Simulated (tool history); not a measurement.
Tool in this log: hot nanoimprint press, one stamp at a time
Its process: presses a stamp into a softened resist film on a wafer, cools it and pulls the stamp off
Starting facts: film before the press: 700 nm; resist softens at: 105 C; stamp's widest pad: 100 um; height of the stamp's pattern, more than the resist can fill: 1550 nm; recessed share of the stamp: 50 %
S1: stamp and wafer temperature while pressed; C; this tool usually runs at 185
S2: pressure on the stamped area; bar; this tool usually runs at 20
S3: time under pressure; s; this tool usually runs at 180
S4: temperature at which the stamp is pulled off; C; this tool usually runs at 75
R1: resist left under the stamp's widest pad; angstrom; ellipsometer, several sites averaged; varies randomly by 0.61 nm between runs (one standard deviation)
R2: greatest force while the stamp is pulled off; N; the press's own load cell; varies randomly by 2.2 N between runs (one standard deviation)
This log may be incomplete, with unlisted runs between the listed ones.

Run 1, hour 0: usual settings. Result: R1 4268 angstrom, R2 121 N.
At hour 47.8: press's hydraulic seals changed and the load cell set to zero.
Run 2, hour 47.8: usual settings. Result: R1 4111 angstrom, R2 126 N.
Run 3, hour 74.6: usual settings. Result: R1 4113 angstrom, R2 135 N.
Run 4, hour 100.1: usual settings but S3 211 s. Result: R1 3923 angstrom, R2 139 N.
Run 5, hour 127.1: usual settings but S1 190 C. Result: R1 3661 angstrom, R2 144 N.
Run 6, hour 157.5: usual settings but S1 190 C. Result: R1 3662 angstrom, R2 148 N.
Run 7, hour 174.2: usual settings but S2 13.1 bar. Result: R1 4940 angstrom, R2 150 N.
Run 8, hour 198.1: usual settings but S2 13.1 bar. Result: R1 4917 angstrom, R2 159 N.
Run 9, hour 217.7: usual settings but S2 13.1 bar. Result: R1 4916 angstrom, R2 164 N.
Run 10, hour 258.3: usual settings but S2 13.1 bar. Result: R1 4917 angstrom, R2 172 N.
Run 11, hour 286.2: usual settings but S2 13.1 bar. Result: R1 4915 angstrom, R2 169 N.
Run 12, hour 326.5: usual settings but S2 13.1 bar. Result: R1 4905 angstrom, R2 180 N.
Run 13, hour 366.1: usual settings but S2 12 bar. Result: R1 5059 angstrom, R2 183 N.
At hour 375.7: stamp cleaned and given a new release coat.
Run 14, hour 390: usual settings but S2 12 bar. Result: R1 5064 angstrom, R2 99 N.
Run 15, hour 419.7: usual settings but S2 12.4 bar. Result: R1 5004 angstrom, R2 98 N.
Run 16, hour 452.6: usual settings but S1 193 C, S2 12.4 bar, S3 220 s, S4 76 C. Result: R1 4069 angstrom, R2 107 N.
Run 17, hour 472.3: usual settings but S1 178 C, S2 25.5 bar, S4 62 C. Result: R1 4291 angstrom, R2 138 N.
Run 18, hour 494.2: usual settings but S1 187 C, S2 12.5 bar, S3 94 s, S4 64 C. Result: R1 5495 angstrom, R2 138 N.
Run 19, hour 517.3: usual settings but S1 187 C, S2 12.5 bar, S3 94 s, S4 64 C. Result: R1 5490 angstrom, R2 147 N.
Run 20, hour 535.8: usual settings but S1 187 C, S2 16.3 bar, S3 134 s, S4 83 C. Result: R1 4623 angstrom, R2 102 N.
Run 21, hour 568.2: usual settings but S1 188 C, S3 291 s. Result: R1 3279 angstrom, R2 122 N.
Run 22, hour 605.4: usual settings but S1 176 C, S2 14.3 bar, S4 68 C. Result: R1 5529 angstrom, R2 151 N.
Run 23, hour 633.5: usual settings but S1 176 C, S2 14.3 bar, S4 68 C. Result: R1 5514 angstrom, R2 159 N.
Run 24, hour 653.4: usual settings but S1 176 C, S2 14.3 bar, S4 68 C. Result: R1 5497 angstrom, R2 164 N.
Run 25, hour 688.8: usual settings but S1 176 C, S2 14.3 bar, S4 68 C. Result: R1 5518 angstrom, R2 176 N.
Run 26, hour 709.2: usual settings but S1 190 C, S2 13.8 bar, S3 131 s, S4 72 C. Result: R1 4699 angstrom, R2 157 N.
Run 27, hour 745.5: usual settings but S1 181 C, S2 13.8 bar, S3 131 s, S4 70 C. Result: R1 5457 angstrom, R2 177 N.
At hour 777: plate thermocouple calibrated.
Run 28, hour 786.1: usual settings but S1 195 C, S3 299 s, S4 67 C. Result: R1 2832 angstrom, R2 200 N.
Run 29, hour 822.8: usual settings but S2 14.8 bar, S3 97 s. Result: R1 5415 angstrom, R2 186 N.

Had the tool no unlogged condition, and each run kept its random variation, what would the results have been?
The tool's hidden condition here consists of: true temperature over the reading, C; pressure that arrives at the usual setting, %; grip of the stamp's worn release coat, % over a new coat's; drift of the gauge itself on residual_nm, %; drift of the gauge itself on pull_off_n, %.
run    R1   R2
  1  4101   94
  2  4097   94
  3  4102   96
  4  3915   96
  5  3654   96
  6  3657   95
  7  4941   93
  8  4920   97
  9  4921   97
 10  4926   98
 11  4928   93
 12  4922   94
 13  5082   92
 14  5089   97
 15  5032   92
 16  4096   96
 17  4305  120
 18  5525  116
 19  5523  120
 20  4654   82
 21  3300   93
 22  5577  109
 23  5565  111
 24  5550  111
 25  5575  115
 26  4750  100
 27  5515  108
 28  2754  113
 29  5352  101
